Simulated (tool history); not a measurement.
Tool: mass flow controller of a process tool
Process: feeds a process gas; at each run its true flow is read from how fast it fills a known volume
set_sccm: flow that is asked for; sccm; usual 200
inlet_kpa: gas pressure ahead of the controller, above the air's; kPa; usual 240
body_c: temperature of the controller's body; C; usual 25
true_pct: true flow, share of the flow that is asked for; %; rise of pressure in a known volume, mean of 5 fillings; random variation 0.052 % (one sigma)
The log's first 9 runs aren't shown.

| run | hour | set_sccm | inlet_kpa | body_c | true_pct |
|---|---|---|---|---|---|
| 10 | 473.8 | 200 | 240 | 25 | 99.05 |
| 11 | 544.0 | 200 | 240 | 25 | 99.06 |
| 12 | 610.4 | 200 | 240 | 25 | 99.12 |
| 13 | 663.4 | 200 | 240 | 25 | 99.16 |
| 14 | 734.1 | 200 | 240 | 25 | 99.26 |
| 15 | 787.7 | 200 | 240 | 25 | 99.27 |
| 16 | 863.8 | 200 | 275 | 25 | 99.01 |
| 17 | 917.5 | 200 | 275 | 25 | 99.19 |
| 18 | 972.8 | 376 | 240 | 25 | 99.86 |
| 19 | 1032.2 | 186 | 155 | 35 | 99.20 |
| 20 | 1095.8 | 186 | 155 | 23 | 99.76 |
| 21 | 1159.1 | 186 | 155 | 23 | 99.79 |
| 22 | 1224.6 | 162 | 155 | 23 | 99.80 |
| 23 | 1266.7 | 162 | 155 | 23 | 99.85 |
| 24 | 1321.6 | 162 | 155 | 23 | 99.76 |
| 25 | 1363.2 | 162 | 155 | 36 | 99.19 |
| 26 | 1441.1 | 162 | 155 | 25 | 99.77 |

Forecast run 27:
| 27 | 1498.4 | 272 | 143 | 25 | ? |

true_pct: 100.21 %
Without the tool's hidden state the same run would have given true_pct 99.52 %.
